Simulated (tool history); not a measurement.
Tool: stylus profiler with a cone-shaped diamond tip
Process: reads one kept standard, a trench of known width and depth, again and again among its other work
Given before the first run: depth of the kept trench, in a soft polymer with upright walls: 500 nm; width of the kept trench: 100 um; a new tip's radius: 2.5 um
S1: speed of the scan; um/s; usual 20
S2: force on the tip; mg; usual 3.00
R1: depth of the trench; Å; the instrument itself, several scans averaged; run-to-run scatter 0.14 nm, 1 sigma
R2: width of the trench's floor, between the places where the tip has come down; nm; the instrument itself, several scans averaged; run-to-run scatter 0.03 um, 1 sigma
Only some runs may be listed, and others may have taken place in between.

| run | hour | S1 | S2 | R1 | R2 |
|---|---|---|---|---|---|
| 1 | 0.0 | 20 | 3.00 | 5036.0 | 96980 |
| 2 | 25.8 | 20 | 3.00 | 5033.2 | 96980 |
| 3 | 65.4 | 11 | 3.00 | 5033.5 | 96950 |
| 4 | 95.0 | 11 | 3.00 | 5036.3 | 96960 |
| 5 | 137.7 | 11 | 3.00 | 5033.8 | 97000 |
| 6 | 164.4 | 17 | 3.00 | 5035.5 | 96950 |
| 7 | 200.5 | 20 | 3.75 | 5038.9 | 97000 |
| 8 | 240.2 | 20 | 3.75 | 5038.2 | 96990 |
| 9 | 267.3 | 20 | 3.75 | 5040.4 | 96980 |
| 10 | 299.3 | 33 | 3.00 | 5032.5 | 96890 |
| 11 | 338.9 | 12 | 3.00 | 5033.4 | 96970 |
| 12 | 367.7 | 20 | 3.00 | 5033.4 | 96970 |
| 13 | 418.4 | 20 | 3.00 | 5034.5 | 96910 |
| 14 | 453.2 | 26 | 3.00 | 5031.1 | 96970 |
| 15 | 477.9 | 26 | 3.00 | 5036.7 | 96940 |
| 16 | 504.2 | 26 | 3.00 | 5033.0 | 96930 |
| 17 | 548.7 | 26 | 3.00 | 5035.4 | 96920 |
| 18 | 602.6 | 14 | 2.84 | 5032.8 | 96960 |
| 19 | 626.3 | 11 | 1.90 | 5024.5 | 97000 |

Estimate the outcome of run 20 from the log above:
| 20 | 650.4 | 11 | 1.90 | ? | ? |

Logged for run 20: R1 5025.6 Å, R2 96940 nm.
With no hidden state in the tool, this same run would have given R1 5025.6 Å, R2 96940 nm.

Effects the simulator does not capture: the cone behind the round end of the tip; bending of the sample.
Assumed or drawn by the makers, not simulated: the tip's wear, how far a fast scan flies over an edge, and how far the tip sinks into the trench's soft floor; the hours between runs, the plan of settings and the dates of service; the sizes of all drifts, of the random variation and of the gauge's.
